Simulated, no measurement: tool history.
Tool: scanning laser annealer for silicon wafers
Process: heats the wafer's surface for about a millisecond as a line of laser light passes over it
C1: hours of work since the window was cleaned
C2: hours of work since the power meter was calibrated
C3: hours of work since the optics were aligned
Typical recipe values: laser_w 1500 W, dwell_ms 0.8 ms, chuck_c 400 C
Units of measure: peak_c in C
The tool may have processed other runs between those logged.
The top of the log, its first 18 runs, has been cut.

run 19 day=17.621 | laser_w=1316 dwell_ms=0.708 chuck_c=400 | C1=149 C2=573 C3=181 | peak_c=1027
run 20 day=18.783 | laser_w=1316 dwell_ms=0.708 chuck_c=400 | C1=161 C2=585 C3=193 | peak_c=1021
run 21 day=19.4 | laser_w=1316 dwell_ms=0.708 chuck_c=400 | C1=168 C2=591 C3=199 | peak_c=1021
run 22 day=20.142 | laser_w=1316 dwell_ms=0.708 chuck_c=400 | C1=175 C2=599 C3=207 | peak_c=1017
run 23 day=21.221 | laser_w=1540 dwell_ms=0.735 chuck_c=400 | C1=187 C2=610 C3=218 | peak_c=1161
run 24 day=22.438 | laser_w=1565 dwell_ms=0.735 chuck_c=433 | C1=199 C2=623 C3=231 | peak_c=1207
run 25 day=23.433 | laser_w=1565 dwell_ms=0.566 chuck_c=433 | C1=209 C2=633 C3=241 | peak_c=1122
run 26 day=24.579 | laser_w=1570 dwell_ms=0.718 chuck_c=361 | C1=221 C2=645 C3=253 | peak_c=1128
run 27 day=25.229 | laser_w=1570 dwell_ms=0.718 chuck_c=369 | C1=228 C2=651 C3=260 | peak_c=1131
run 28 day=26.004 | laser_w=1500 dwell_ms=0.918 chuck_c=395 | C1=236 C2=659 C3=268 | peak_c=1199
run 29 day=26.988 | laser_w=1500 dwell_ms=0.918 chuck_c=395 | C1=246 C2=670 C3=278 | peak_c=1198
run 30 day=28.304 | laser_w=1500 dwell_ms=0.8 chuck_c=398 | C1=260 C2=683 C3=291 | peak_c=1151
run 31 day=29.054 | laser_w=1398 dwell_ms=0.607 chuck_c=383 | C1=267 C2=691 C3=299 | peak_c=993
run 32 day=30.158 | laser_w=1582 dwell_ms=0.645 chuck_c=370 | C1=279 C2=702 C3=310 | peak_c=1100
run 33 day=31.138 | laser_w=1582 dwell_ms=0.645 chuck_c=370 | C1=289 C2=712 C3=321 | peak_c=1097
run 34 day=31.708 | laser_w=1409 dwell_ms=0.806 chuck_c=362 | C1=295 C2=718 C3=326 | peak_c=1056
run 35 day=32.788 | laser_w=1366 dwell_ms=0.691 chuck_c=400 | C1=306 C2=729 C3=338 | peak_c=1028
run 36 day=33.871 | laser_w=1556 dwell_ms=0.691 chuck_c=386 | C1=317 C2=741 C3=349 | peak_c=1119
run 37 day=34.625 | laser_w=1556 dwell_ms=0.691 chuck_c=386 | C1=325 C2=748 C3=357 | peak_c=1118
run 38 day=35.267 | laser_w=1556 dwell_ms=0.891 chuck_c=371 | C1=332 C2=755 C3=363 | peak_c=1182
run 39 day=36.575 | laser_w=1500 dwell_ms=0.946 chuck_c=398 | C1=345 C2=768 C3=377 | peak_c=1198
run 40 day=37.271 | laser_w=1599 dwell_ms=0.813 chuck_c=400 | C1=352 C2=776 C3=384 | peak_c=1206
run 41 day=38.183 | laser_w=1599 dwell_ms=0.813 chuck_c=400 | C1=362 C2=785 C3=393 | peak_c=1206

Predict each of these 3 candidate next runs independently; none follows another, all start after run 41:
run A day=39.138 | laser_w=1500 dwell_ms=0.798 chuck_c=400 | C1=372 C2=795 C3=403 | peak_c=?
run B day=39.138 | laser_w=1450 dwell_ms=0.956 chuck_c=383 | C1=372 C2=795 C3=403 | peak_c=?
run C day=39.138 | laser_w=1599 dwell_ms=0.813 chuck_c=431 | C1=372 C2=795 C3=403 | peak_c=?

run=A peak_c=1138
run=B peak_c=1150
run=C peak_c=1233
Stripped of hidden state, with their random variation kept, the same runs would have yielded:
run=A peak_c=1202
run=B peak_c=1217
run=C peak_c=1303
